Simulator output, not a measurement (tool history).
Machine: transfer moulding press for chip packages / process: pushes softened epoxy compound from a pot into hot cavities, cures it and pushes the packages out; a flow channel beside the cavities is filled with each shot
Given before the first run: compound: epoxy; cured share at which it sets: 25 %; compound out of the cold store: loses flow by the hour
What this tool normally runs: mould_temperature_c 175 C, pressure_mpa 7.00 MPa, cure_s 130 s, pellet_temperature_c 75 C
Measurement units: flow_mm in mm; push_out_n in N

run	hour	mould_temperature_c	pressure_mpa	cure_s	pellet_temperature_c	incoming compound's hours out of the cold store	flow_mm	push_out_n
1	0.0	175	7.00	130	75	43.4	720	541
# hour 20.8: cavities cleaned with cleaning compound and waxed
2	26.7	175	7.00	130	77	12.3	890	455
3	50.4	175	7.00	130	75	9.7	910	524
4	73.0	175	7.00	130	75	23.1	823	580
5	90.2	175	7.00	130	75	41.5	727	556
# hour 93.8: cavities cleaned with cleaning compound and waxed
6	111.2	181	7.00	130	75	8.3	905	394
7	127.7	175	7.00	130	75	29.9	784	515
8	154.3	175	7.00	130	75	33.0	760	556
# hour 165.8: cavities cleaned with cleaning compound and waxed
9	175.0	175	7.00	130	75	36.9	741	432
10	203.5	175	7.00	130	75	36.1	746	509
11	218.4	173	7.00	130	75	38.0	738	587
# hour 238.6: cavities cleaned with cleaning compound and waxed
12	241.0	175	7.00	119	75	20.4	828	513
13	255.8	175	7.00	130	75	15.2	860	485
14	282.8	175	7.00	130	75	19.4	831	544
15	297.0	175	8.07	130	75	46.7	730	543
16	308.7	169	8.07	120	75	35.5	809	1019
# hour 312.4: cavities cleaned with cleaning compound and waxed
17	334.1	177	8.07	120	84	33.6	801	474
# hour 352.9: mould's thermocouples calibrated
18	356.1	177	8.07	120	81	40.9	755	534
19	376.8	177	8.07	152	85	32.9	794	443
# hour 386.9: cavities cleaned with cleaning compound and waxed
20	407.0	177	8.07	152	85	27.4	829	385

Run 21 comes next. What will it give?
21	419.9	177	5.75	157	76	44.4	?	?

{"run 21": {"flow_mm": 619, "push_out_n": 417}}
Minus the tool's unlogged condition, the same run would have read flow_mm 648 mm, push_out_n 330 N.
